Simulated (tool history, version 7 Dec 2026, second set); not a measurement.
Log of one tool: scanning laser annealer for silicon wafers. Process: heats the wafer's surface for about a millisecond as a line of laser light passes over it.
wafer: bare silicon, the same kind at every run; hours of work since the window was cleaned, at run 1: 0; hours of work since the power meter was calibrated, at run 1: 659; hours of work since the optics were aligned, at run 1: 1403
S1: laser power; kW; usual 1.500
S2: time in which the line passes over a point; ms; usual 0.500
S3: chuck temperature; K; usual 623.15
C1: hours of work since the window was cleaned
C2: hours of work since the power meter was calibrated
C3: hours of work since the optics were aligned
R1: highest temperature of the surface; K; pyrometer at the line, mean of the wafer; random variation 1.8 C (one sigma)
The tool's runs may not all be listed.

Run 1, hour 0.0: usual settings; C1 0; C2 659; C3 1403. Result: R1 1336.15 K.
Run 2, hour 22.4: usual settings; C1 17; C2 676; C3 1421. Result: R1 1331.15 K.
Run 3, hour 40.5: usual settings but S1 1.476 kW; C1 32; C2 690; C3 1435. Result: R1 1327.15 K.
Run 4, hour 54.1: usual settings but S1 1.476 kW; C1 42; C2 701; C3 1445. Result: R1 1325.15 K.
Run 5, hour 65.9: usual settings but S1 1.476 kW; C1 51; C2 710; C3 1455. Result: R1 1324.15 K.
Run 6, hour 89.2: usual settings; C1 70; C2 729; C3 1473. Result: R1 1336.15 K.
Run 7, hour 111.5: usual settings; C1 87; C2 746; C3 1490. Result: R1 1336.15 K.
Run 8, hour 126.3: usual settings but S2 0.393 ms; C1 99; C2 758; C3 1502. Result: R1 1249.15 K.
At hour 132.5: optics aligned, line set to its width.
Run 9, hour 143.3: usual settings; C1 108; C2 767; C3 8. Result: R1 1336.15 K.
Run 10, hour 158.5: usual settings but S1 1.460 kW; C1 120; C2 779; C3 20. Result: R1 1318.15 K.
Run 11, hour 174.4: usual settings but S1 1.460 kW; C1 132; C2 791; C3 33. Result: R1 1315.15 K.
Run 12, hour 185.4: usual settings but S1 1.460 kW; C1 141; C2 800; C3 41. Result: R1 1317.15 K.
Run 13, hour 198.5: usual settings but S1 1.543 kW, S2 0.542 ms, S3 608.15 K; C1 151; C2 810; C3 51. Result: R1 1374.15 K.
Run 14, hour 221.3: usual settings but S1 1.543 kW, S2 0.542 ms, S3 608.15 K; C1 169; C2 828; C3 69. Result: R1 1376.15 K.
Run 15, hour 241.1: usual settings but S1 1.543 kW, S2 0.469 ms, S3 583.15 K; C1 184; C2 843; C3 85. Result: R1 1294.15 K.
Run 16, hour 259.7: usual settings but S1 1.297 kW, S2 0.397 ms, S3 633.15 K; C1 199; C2 858; C3 99. Result: R1 1175.15 K.
Run 17, hour 281.4: usual settings but S1 1.319 kW, S2 0.608 ms, S3 633.15 K; C1 216; C2 875; C3 116. Result: R1 1324.15 K.

5 ways to go on from here, each from the tool as it stands after run 17. What would each give?
Run A, hour 307.1: usual settings but S1 1.278 kW, S2 0.410 ms, S3 633.15 K; C1 236; C2 895; C3 136. Result: R1 ?.
Run B, hour 307.1: usual settings but S2 0.356 ms; C1 236; C2 895; C3 136. Result: R1 ?.
Run C, hour 307.1: usual settings but S1 1.333 kW, S2 0.597 ms, S3 654.15 K; C1 236; C2 895; C3 136. Result: R1 ?.
Run D, hour 307.1: usual settings but S1 1.360 kW, S2 0.414 ms, S3 594.15 K; C1 236; C2 895; C3 136. Result: R1 ?.
Run E, hour 307.1: usual settings but S1 1.326 kW, S2 0.521 ms, S3 660.15 K; C1 236; C2 895; C3 136. Result: R1 ?.

run       R1
  A  1177.15
  B  1216.15
  C  1347.15
  D  1175.15
  E  1298.15
Without the tool's hidden state the same runs would have given:
run       R1
  A  1177.15
  B  1216.15
  C  1347.15
  D  1176.15
  E  1299.15

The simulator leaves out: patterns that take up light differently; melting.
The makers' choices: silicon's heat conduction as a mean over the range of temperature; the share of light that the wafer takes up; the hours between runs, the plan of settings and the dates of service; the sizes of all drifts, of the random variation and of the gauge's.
